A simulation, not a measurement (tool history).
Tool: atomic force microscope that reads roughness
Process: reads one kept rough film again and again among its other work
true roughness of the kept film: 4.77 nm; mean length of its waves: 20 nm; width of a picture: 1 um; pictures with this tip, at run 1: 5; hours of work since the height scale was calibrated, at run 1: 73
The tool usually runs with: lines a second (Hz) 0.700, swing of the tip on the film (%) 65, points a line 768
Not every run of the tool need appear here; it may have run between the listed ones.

run,hour,lines a second (Hz),swing of the tip on the film (%),points a line,pictures with this tip,hours of work since the height scale was calibrated,roughness of the kept film (nm (root mean square))
1,0.0,0.700,65,768,5,73,3.462
2,8.8,0.700,65,768,12,76,3.456
3,16.1,0.700,65,768,18,80,3.447
4,27.7,0.700,65,575,27,85,3.448
5,36.4,0.700,65,768,34,88,3.452
6,50.6,0.700,72,768,46,94,3.398
7,64.8,0.700,59,768,57,101,3.489
8,73.1,0.700,59,768,64,104,3.497
9,86.3,0.700,59,768,75,110,3.506
10,99.6,1.419,59,768,85,115,3.391
11,110.3,1.419,70,768,94,120,3.260
12,122.9,1.419,70,768,104,125,3.272
13,130.7,0.700,65,271,110,129,3.337
14,141.3,0.568,65,522,119,133,3.464
15,154.4,0.607,73,483,129,139,3.381
# hour 163.9: new tip fitted
16,164.1,0.607,73,483,0,143,3.434
17,172.1,0.512,65,768,6,146,3.506
18,187.2,0.512,65,768,18,153,3.497
19,201.5,0.680,78,447,30,159,3.340
20,214.6,0.680,78,447,41,165,3.338
21,228.6,0.631,55,470,52,171,3.470
22,237.4,0.910,64,301,59,174,3.337
23,248.8,0.966,66,768,68,179,3.415
24,259.9,0.966,66,768,77,184,3.423
25,273.6,2.703,69,659,88,190,3.064
26,284.6,2.703,69,659,97,195,3.086

4 options for the next run, each taken on its own from the tool as it stands now. Forecast them:
A,295.0,2.770,69,454,105,199,?
B,295.0,0.700,65,348,105,199,?
C,295.0,2.718,67,584,105,199,?
D,295.0,0.745,88,743,105,199,?

run,roughness of the kept film (nm (root mean square))
A,3.042
B,3.395
C,3.099
D,3.187
Had the tool no hidden state, the same runs would have come out as:
run,roughness of the kept film (nm (root mean square))
A,3.052
B,3.406
C,3.109
D,3.197

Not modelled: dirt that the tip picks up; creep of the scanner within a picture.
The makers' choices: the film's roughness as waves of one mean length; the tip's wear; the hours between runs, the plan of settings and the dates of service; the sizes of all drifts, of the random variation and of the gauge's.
